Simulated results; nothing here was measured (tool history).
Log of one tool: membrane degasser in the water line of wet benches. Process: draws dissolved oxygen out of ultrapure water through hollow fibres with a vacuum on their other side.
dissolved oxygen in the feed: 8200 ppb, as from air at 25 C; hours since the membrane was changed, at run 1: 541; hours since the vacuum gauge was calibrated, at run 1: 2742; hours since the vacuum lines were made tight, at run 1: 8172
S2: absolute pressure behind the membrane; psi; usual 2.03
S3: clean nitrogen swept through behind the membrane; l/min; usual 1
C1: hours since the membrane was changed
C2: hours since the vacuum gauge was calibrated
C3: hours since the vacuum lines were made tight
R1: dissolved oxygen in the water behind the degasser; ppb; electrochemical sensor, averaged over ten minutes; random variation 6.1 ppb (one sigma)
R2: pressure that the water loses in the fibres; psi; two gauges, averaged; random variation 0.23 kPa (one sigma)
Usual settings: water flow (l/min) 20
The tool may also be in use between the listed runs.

Run 1, hour 0: usual settings; C1 541; C2 2742; C3 8172. Result: R1 658.7 ppb, R2 8.353 psi.
Run 2, hour 32.3: usual settings but S3 0.61 l/min; C1 573; C2 2775; C3 8204. Result: R1 872.3 ppb, R2 8.361 psi.
Run 3, hour 59.7: usual settings but S3 0.61 l/min; C1 601; C2 2802; C3 8232. Result: R1 872.5 ppb, R2 8.338 psi.
Run 4, hour 88.4: usual settings but S3 0.61 l/min; C1 630; C2 2831; C3 8260. Result: R1 884.1 ppb, R2 8.356 psi.
Run 5, hour 123.5: usual settings but S3 0.61 l/min; C1 665; C2 2866; C3 8296. Result: R1 871.1 ppb, R2 8.359 psi.
Run 6, hour 160.8: usual settings but S3 0.61 l/min; C1 702; C2 2903; C3 8333. Result: R1 869.7 ppb, R2 8.361 psi.
Run 7, hour 201.1: usual settings but S3 2.15 l/min; C1 742; C2 2943; C3 8373. Result: R1 444.4 ppb, R2 8.312 psi.
Run 8, hour 253.9: usual settings; C1 795; C2 2996; C3 8426. Result: R1 658.5 ppb, R2 8.345 psi.
Run 9, hour 305.8: usual settings but water flow (l/min) 24; C1 847; C2 3048; C3 8478. Result: R1 780.6 ppb, R2 10.003 psi.
Run 10, hour 343.1: usual settings but water flow (l/min) 24; C1 884; C2 3085; C3 8515. Result: R1 790.9 ppb, R2 10.041 psi.
At hour 346: vacuum gauge calibrated.
Run 11, hour 390.4: usual settings but water flow (l/min) 24; C1 931; C2 44; C3 8562. Result: R1 780.2 ppb, R2 10.028 psi.
Run 12, hour 422.3: usual settings but water flow (l/min) 24; C1 963; C2 76; C3 8594. Result: R1 778 ppb, R2 10 psi.
Run 13, hour 460.7: usual settings; C1 1001; C2 115; C3 8632. Result: R1 650.9 ppb, R2 8.385 psi.
Run 14, hour 485.4: usual settings but S3 1.47 l/min; C1 1026; C2 139; C3 8657. Result: R1 543.8 ppb, R2 8.373 psi.
Run 15, hour 526.8: usual settings but water flow (l/min) 23, S2 4.51 psi, S3 2.87 l/min; C1 1067; C2 181; C3 8698. Result: R1 733.7 ppb, R2 9.638 psi.
Run 16, hour 555.7: usual settings but water flow (l/min) 28, S2 3.39 psi; C1 1096; C2 210; C3 8727. Result: R1 1370.8 ppb, R2 11.797 psi.
Run 17, hour 582.3: usual settings but water flow (l/min) 28, S2 3.39 psi; C1 1123; C2 236; C3 8754. Result: R1 1362.2 ppb, R2 11.738 psi.
Run 18, hour 636.7: usual settings but water flow (l/min) 24, S2 4.05 psi, S3 0.49 l/min; C1 1177; C2 291; C3 8808. Result: R1 2055.6 ppb, R2 10.083 psi.
At hour 660.3: vacuum gauge calibrated, once more.
Run 19, hour 675.2: usual settings but water flow (l/min) 24, S2 2.76 psi, S3 0.45 l/min; C1 1215; C2 15; C3 8846. Result: R1 1555.2 ppb, R2 10.083 psi.
Run 20, hour 698.9: usual settings but water flow (l/min) 26, S2 2.32 psi, S3 0.83 l/min; C1 1239; C2 39; C3 8870. Result: R1 1043.5 ppb, R2 10.858 psi.
Run 21, hour 737.8: usual settings but water flow (l/min) 26, S2 2.32 psi, S3 0.83 l/min; C1 1278; C2 78; C3 8909. Result: R1 1030.2 ppb, R2 10.904 psi.
Run 22, hour 788.3: usual settings but water flow (l/min) 15, S2 1.23 psi, S3 2.3 l/min; C1 1328; C2 128; C3 8959. Result: R1 220.2 ppb, R2 6.289 psi.
Run 23, hour 827.9: usual settings but water flow (l/min) 14, S2 2.76 psi, S3 0.4 l/min; C1 1368; C2 168; C3 8999. Result: R1 1127.5 ppb, R2 5.844 psi.
Run 24, hour 865.7: usual settings but water flow (l/min) 14, S2 2.76 psi, S3 0.64 l/min; C1 1406; C2 205; C3 9037. Result: R1 818 ppb, R2 5.873 psi.
Run 25, hour 898.2: usual settings but water flow (l/min) 26, S2 3 psi, S3 0.6 l/min; C1 1438; C2 238; C3 9069. Result: R1 1526.6 ppb, R2 10.865 psi.
Run 26, hour 939.5: usual settings but water flow (l/min) 32, S2 1.25 psi, S3 0.6 l/min; C1 1480; C2 279; C3 9111. Result: R1 869.6 ppb, R2 13.446 psi.

4 ways to go on from here, each from the tool as it stands after run 26. What would each give?
Run A, hour 978.3: usual settings but S2 1.52 psi; C1 1518; C2 318; C3 9149. Result: R1 ?, R2 ?.
Run B, hour 978.3: usual settings but water flow (l/min) 30, S2 3.52 psi, S3 2.93 l/min; C1 1518; C2 318; C3 9149. Result: R1 ?, R2 ?.
Run C, hour 978.3: usual settings but water flow (l/min) 13, S2 2.41 psi, S3 1.88 l/min; C1 1518; C2 318; C3 9149. Result: R1 ?, R2 ?.
Run D, hour 978.3: usual settings but water flow (l/min) 32, S2 1.25 psi, S3 0.6 l/min; C1 1518; C2 318; C3 9149. Result: R1 ?, R2 ?.

run     R1      R2
  A  523.8   8.366
  B  816.3  12.621
  C  326.5   5.465
  D  871.5  13.452
Without the tool's hidden state the same runs would have given:
run     R1      R2
  A  513.8   8.286
  B  802.8  12.502
  C  318.1   5.413
  D  860.1  13.326
